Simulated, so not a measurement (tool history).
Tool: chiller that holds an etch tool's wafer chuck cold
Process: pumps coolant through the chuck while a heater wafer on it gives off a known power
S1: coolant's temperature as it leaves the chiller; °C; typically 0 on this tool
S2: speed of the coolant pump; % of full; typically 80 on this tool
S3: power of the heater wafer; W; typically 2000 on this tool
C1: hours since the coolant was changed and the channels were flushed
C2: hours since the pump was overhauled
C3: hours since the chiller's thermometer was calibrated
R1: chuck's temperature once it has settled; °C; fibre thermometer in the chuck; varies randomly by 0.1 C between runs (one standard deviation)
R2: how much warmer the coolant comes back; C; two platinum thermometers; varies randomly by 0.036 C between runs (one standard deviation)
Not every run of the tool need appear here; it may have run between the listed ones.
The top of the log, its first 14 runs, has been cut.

{"hour": 892.6, "done": "chiller's thermometer calibrated, once more"}
{"run": 15, "hour": 921.4, "S1": 0, "S2": 80, "S3": 1388, "C1": 1188, "C2": 3286, "C3": 29, "R1": 10.2, "R2": 4.88}
{"run": 16, "hour": 961.2, "S1": 0, "S2": 80, "S3": 2000, "C1": 1228, "C2": 3326, "C3": 69, "R1": 14.6, "R2": 7.1}
{"run": 17, "hour": 1014.5, "S1": 0, "S2": 98, "S3": 2000, "C1": 1281, "C2": 3380, "C3": 122, "R1": 12, "R2": 5.67}
{"run": 18, "hour": 1104.9, "S1": 0, "S2": 80, "S3": 2582, "C1": 1371, "C2": 3470, "C3": 212, "R1": 18.9, "R2": 9.09}
{"run": 19, "hour": 1158.3, "S1": 0, "S2": 80, "S3": 2582, "C1": 1425, "C2": 3523, "C3": 266, "R1": 19.2, "R2": 9.13}
{"run": 20, "hour": 1211.4, "S1": 0, "S2": 80, "S3": 2582, "C1": 1478, "C2": 3576, "C3": 319, "R1": 19, "R2": 9.17}
{"run": 21, "hour": 1281.7, "S1": 0, "S2": 80, "S3": 2582, "C1": 1548, "C2": 3647, "C3": 389, "R1": 19, "R2": 9.16}
{"run": 22, "hour": 1370.0, "S1": 9, "S2": 80, "S3": 1799, "C1": 1636, "C2": 3735, "C3": 477, "R1": 22.5, "R2": 6.26}
{"run": 23, "hour": 1420.7, "S1": 9, "S2": 62, "S3": 1268, "C1": 1687, "C2": 3786, "C3": 528, "R1": 21.1, "R2": 5.9}
{"run": 24, "hour": 1468.0, "S1": -4, "S2": 70, "S3": 1560, "C1": 1734, "C2": 3833, "C3": 575, "R1": 9.3, "R2": 6.38}
{"run": 25, "hour": 1533.2, "S1": -4, "S2": 70, "S3": 1560, "C1": 1799, "C2": 3898, "C3": 641, "R1": 9.3, "R2": 6.4}
{"run": 26, "hour": 1579.4, "S1": -3, "S2": 99, "S3": 1607, "C1": 1846, "C2": 3944, "C3": 687, "R1": 6.8, "R2": 4.54}
{"run": 27, "hour": 1634.0, "S1": -3, "S2": 99, "S3": 1607, "C1": 1900, "C2": 3999, "C3": 741, "R1": 7, "R2": 4.51}

Run 28, settings as shown, results not yet in. Your forecast:
{"run": 28, "hour": 1727.2, "S1": 9, "S2": 92, "S3": 1084, "C1": 1994, "C2": 4092, "C3": 835, "R1": "?", "R2": "?"}

{"run 28": {"R1": 16.3, "R2": 3.36}}
Without the tool's hidden state the same run would have given R1 15.5 °C, R2 3.19 C.
